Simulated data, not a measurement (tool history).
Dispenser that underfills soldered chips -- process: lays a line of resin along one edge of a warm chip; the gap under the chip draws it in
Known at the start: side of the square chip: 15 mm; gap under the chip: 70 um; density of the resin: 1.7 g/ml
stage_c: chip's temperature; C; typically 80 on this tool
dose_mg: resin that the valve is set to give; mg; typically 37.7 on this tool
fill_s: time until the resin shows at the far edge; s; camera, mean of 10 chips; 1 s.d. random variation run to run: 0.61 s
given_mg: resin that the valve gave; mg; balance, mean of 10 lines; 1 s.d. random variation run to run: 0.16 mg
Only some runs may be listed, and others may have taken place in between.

run  hour  stage_c  dose_mg  fill_s  given_mg
  1   0.0       80     37.7    70.2     35.74
  2   3.4       80     37.7    83.4     36.14
      6.7  -- new syringe of resin
  3   6.9       80     37.7    53.1     35.88
  4  10.2       80     37.7    62.2     35.84
  5  13.1       80     37.7    69.9     35.72
  6  15.5       80     37.7    79.5     35.72
     19.9  -- new syringe of resin
  7  20.2       89     38.0    40.1     35.74
  8  23.1       66     32.4   104.0     30.28
  9  26.2       76     47.3    77.5     44.27
 10  30.1       69     41.1   120.7     38.35

Forecast each of these 3 alternatives for the next run:
     33.2  -- new syringe of resin
  A  34.1       79     37.3       ?         ?
     33.2  -- new syringe of resin
  B  34.1       78     44.0       ?         ?
     33.2  -- new syringe of resin
  C  34.1       87     41.1       ?         ?

run  fill_s  given_mg
  A    55.4     34.81
  B    55.1     41.14
  C    41.7     38.24
With no hidden state in the tool, these same runs would have given:
run  fill_s  given_mg
  A    54.2     37.30
  B    54.4     44.09
  C    41.0     40.99
